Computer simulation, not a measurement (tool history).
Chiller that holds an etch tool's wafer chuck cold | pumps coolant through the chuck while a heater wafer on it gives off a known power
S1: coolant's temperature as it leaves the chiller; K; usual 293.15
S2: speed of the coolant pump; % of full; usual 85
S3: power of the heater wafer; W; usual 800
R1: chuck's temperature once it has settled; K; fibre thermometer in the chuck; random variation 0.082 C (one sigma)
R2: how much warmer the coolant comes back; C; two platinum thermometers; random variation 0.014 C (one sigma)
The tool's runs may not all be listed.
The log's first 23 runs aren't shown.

Run 24, hour 866.4: usual settings but S1 301.15 K, S2 61 % of full, S3 720 W. Result: R1 308.03 K, R2 2.34 C.
Run 25, hour 897.7: usual settings but S1 299.15 K, S2 72 % of full, S3 940 W. Result: R1 306.77 K, R2 2.55 C.
Run 26, hour 927.5: usual settings but S1 299.15 K, S2 72 % of full, S3 940 W. Result: R1 306.82 K, R2 2.51 C.
Run 27, hour 974: usual settings but S1 292.15 K, S2 71 % of full. Result: R1 298.75 K, R2 2.22 C.
Run 28, hour 1000.9: usual settings but S1 292.15 K, S2 93 % of full, S3 796 W. Result: R1 297.14 K, R2 1.61 C.
Run 29, hour 1021.9: usual settings but S2 93 % of full, S3 644 W. Result: R1 297.27 K, R2 1.29 C.
Run 30, hour 1050.8: usual settings but S2 93 % of full, S3 644 W. Result: R1 297.26 K, R2 1.29 C.
Run 31, hour 1076.5: usual settings but S1 289.15 K, S2 63 % of full, S3 704 W. Result: R1 295.65 K, R2 2.21 C.
Run 32, hour 1099.7: usual settings but S1 289.15 K, S2 63 % of full, S3 704 W. Result: R1 295.75 K, R2 2.2 C.
Run 33, hour 1146.4: usual settings but S1 288.15 K, S2 63 % of full, S3 437 W. Result: R1 292.31 K, R2 1.37 C.

Forecast each of these 3 alternatives for the next run:
Run A, hour 1187.5: usual settings but S1 288.15 K, S2 81 % of full. Result: R1 ?, R2 ?.
Run B, hour 1187.5: usual settings but S1 288.15 K, S2 99 % of full, S3 625 W. Result: R1 ?, R2 ?.
Run C, hour 1187.5: usual settings but S1 288.15 K, S2 80 % of full, S3 1128 W. Result: R1 ?, R2 ?.

run      R1    R2
  A  293.94  1.91
  B  291.81  1.16
  C  296.34  2.72
Without the tool's hidden state the same runs would have given:
run      R1    R2
  A  293.92  1.91
  B  291.81  1.16
  C  296.32  2.71
